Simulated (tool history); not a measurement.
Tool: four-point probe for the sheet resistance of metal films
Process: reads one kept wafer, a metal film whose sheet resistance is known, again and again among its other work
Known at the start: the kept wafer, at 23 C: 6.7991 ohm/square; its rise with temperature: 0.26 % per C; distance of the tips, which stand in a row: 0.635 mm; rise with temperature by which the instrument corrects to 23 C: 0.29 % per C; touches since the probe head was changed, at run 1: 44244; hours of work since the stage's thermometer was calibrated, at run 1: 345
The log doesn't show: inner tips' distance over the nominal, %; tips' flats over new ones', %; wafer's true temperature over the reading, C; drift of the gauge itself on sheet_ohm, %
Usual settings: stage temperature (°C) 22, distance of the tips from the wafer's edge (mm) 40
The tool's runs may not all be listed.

| run | hour | stage temperature (°C) | distance of the tips from the wafer's edge (mm) | touches since the probe head was changed | hours of work since the stage's thermometer was calibrated | sheet resistance as the instrument gives it (ohm/square) |
|---|---|---|---|---|---|---|
| 1 | 0.0 | 22 | 40 | 44244 | 345 | 6.876094 |
| 2 | 22.1 | 22 | 40 | 45085 | 362 | 6.876922 |
| 3 | 43.5 | 22 | 40 | 45903 | 378 | 6.879051 |
| 4 | 65.8 | 22 | 40 | 46756 | 394 | 6.878966 |
| 5 | 79.5 | 22 | 40 | 47279 | 405 | 6.879314 |
| 6 | 96.4 | 23 | 40 | 47922 | 417 | 6.876425 |
| 7 | 120.7 | 22 | 43 | 48850 | 436 | 6.880284 |
| 8 | 135.8 | 22 | 43 | 49428 | 447 | 6.880386 |
| 9 | 156.4 | 22 | 43 | 50213 | 462 | 6.884908 |
| 10 | 179.1 | 22 | 62 | 51078 | 479 | 6.884312 |
| 11 | 201.7 | 22 | 40 | 51941 | 496 | 6.884248 |
| 12 | 227.1 | 22 | 40 | 52910 | 515 | 6.888520 |
| 13 | 247.2 | 22 | 10 | 53677 | 531 | 6.902170 |
| 14 | 267.4 | 22 | 10 | 54450 | 546 | 6.904300 |
| 15 | 288.1 | 22 | 40 | 55240 | 561 | 6.894260 |
| 16 | 309.6 | 21 | 9 | 56058 | 577 | 6.913424 |
| 17 | 320.2 | 21 | 9 | 56464 | 585 | 6.912808 |
| 18 | 346.4 | 24 | 22 | 57463 | 605 | 6.891311 |
| 19 | 363.0 | 22 | 23 | 58098 | 617 | 6.895596 |
| 20 | 386.0 | 20 | 55 | 58974 | 635 | 6.900045 |
| 21 | 411.4 | 22 | 21 | 59945 | 654 | 6.901113 |
| 22 | 433.2 | 20 | 60 | 60775 | 670 | 6.903394 |
| 23 | 446.9 | 30 | 49 | 61297 | 680 | 6.887511 |
| 24 | 463.6 | 24 | 49 | 61937 | 693 | 6.893643 |
|  | 475.7 | new probe head fitted |
| 25 | 476.3 | 26 | 40 | 24 | 702 | 6.806988 |
| 26 | 501.1 | 26 | 40 | 969 | 720 | 6.805760 |
| 27 | 526.2 | 20 | 4 | 1928 | 739 | 6.908033 |
| 28 | 549.8 | 22 | 7 | 2827 | 757 | 6.846005 |
| 29 | 574.4 | 22 | 7 | 3768 | 775 | 6.845415 |

Forecast each of these 5 alternatives for the next run:
| A | 589.5 | 20 | 4 | 4344 | 787 | ? |
| B | 589.5 | 33 | 12 | 4344 | 787 | ? |
| C | 589.5 | 32 | 18 | 4344 | 787 | ? |
| D | 589.5 | 21 | 40 | 4344 | 787 | ? |
| E | 589.5 | 19 | 4 | 4344 | 787 | ? |

| run | sheet resistance as the instrument gives it (ohm/square) |
|---|---|
| A | 6.911892 |
| B | 6.811259 |
| C | 6.803862 |
| D | 6.818246 |
| E | 6.913299 |
Without the tool's hidden state the same runs would have given:
| run | sheet resistance as the instrument gives it (ohm/square) |
|---|---|
| A | 6.895429 |
| B | 6.795166 |
| C | 6.787775 |
| D | 6.802005 |
| E | 6.896821 |
